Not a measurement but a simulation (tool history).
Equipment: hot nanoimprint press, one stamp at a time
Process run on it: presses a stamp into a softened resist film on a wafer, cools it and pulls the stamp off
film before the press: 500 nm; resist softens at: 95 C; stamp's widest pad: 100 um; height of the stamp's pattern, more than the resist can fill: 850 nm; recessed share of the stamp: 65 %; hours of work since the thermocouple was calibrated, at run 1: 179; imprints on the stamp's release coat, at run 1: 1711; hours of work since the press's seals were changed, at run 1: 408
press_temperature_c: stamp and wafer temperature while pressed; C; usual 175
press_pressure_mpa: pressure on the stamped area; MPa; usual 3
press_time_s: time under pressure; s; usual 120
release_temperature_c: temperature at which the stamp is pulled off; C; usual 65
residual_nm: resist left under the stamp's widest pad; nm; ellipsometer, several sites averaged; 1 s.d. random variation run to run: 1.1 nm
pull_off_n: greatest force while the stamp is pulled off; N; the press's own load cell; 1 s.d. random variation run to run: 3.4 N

run     day  press_temperature_c  press_pressure_mpa  press_time_s  release_temperature_c  hours of work since the thermocouple was calibrated  imprints on the stamp's release coat  hours of work since the press's seals were changed  residual_nm  pull_off_n
  1       0                  175                   3           120                     65                                                  179                                  1711                                                 408        279.9         164
  2   0.433                  175                   3           120                     65                                                  187                                  1757                                                 416        279.6         164
  3   1.204                  175                   3           120                     65                                                  202                                  1839                                                 430        280.7         170
  4   1.696                  175                3.52           120                     65                                                  211                                  1891                                                 440        264.4         162
  5   2.217                  175                3.52           120                     65                                                  221                                  1947                                                 450        263.8         166
  6   2.658                  169                   3           120                     65                                                  229                                  1994                                                 458        326.5         159
  7   3.438                  175                   3           222                     65                                                  244                                  2077                                                 473        226.8         164
  8   4.254                  175                   3           222                     65                                                  260                                  2164                                                 488        228.7         163
  9   4.983                  175                3.06           120                     65                                                  274                                  2241                                                 502        279.4         167
 10   5.712                  175                3.05           198                     59                                                  288                                  2319                                                 516        234.9         171
 11   6.333                  183                   3           210                     67                                                  299                                  2385                                                 528        185.4         159
      7.021  -- stamp cleaned and given a new release coat
 12   7.354                  181                   3           173                     66                                                  314                                    36                                                 543        211.5         162
 13    8.15                  175                3.78           120                     60                                                  329                                   120                                                 558        258.9         171
 14   8.767                  186                3.23            75                     67                                                  341                                   186                                                 569        245.4         165
 15   9.392                  177                3.23            75                     56                                                  353                                   253                                                 581        305.7         178
 16  10.171                  177                3.23            75                     56                                                  368                                   336                                                 596        304.2         185
 17  10.625                  175                3.41            72                     62                                                  376                                   384                                                 605        317.2         165
 18   11.45                  175                3.41            72                     62                                                  392                                   472                                                 621        320.8         168

Branching from run 18: 4 alternative next runs. What would each branch give?
  A  11.908                  175                   3           185                     65                                                  401                                   521                                                 629            ?           ?
  B  11.908                  175                2.74            72                     62                                                  401                                   521                                                 629            ?           ?
  C  11.908                  175                   3            84                     65                                                  401                                   521                                                 629            ?           ?
  D  11.908                  166                3.49           120                     65                                                  401                                   521                                                 629            ?           ?

run  residual_nm  pull_off_n
  A        243.1         163
  B          343         168
  C        319.1         159
  D        338.1         159
The same runs, with their run-to-run variation unchanged, on a tool lacking any hidden condition would have given:
run  residual_nm  pull_off_n
  A        239.5         163
  B        337.9         168
  C        314.3         159
  D        333.1         159

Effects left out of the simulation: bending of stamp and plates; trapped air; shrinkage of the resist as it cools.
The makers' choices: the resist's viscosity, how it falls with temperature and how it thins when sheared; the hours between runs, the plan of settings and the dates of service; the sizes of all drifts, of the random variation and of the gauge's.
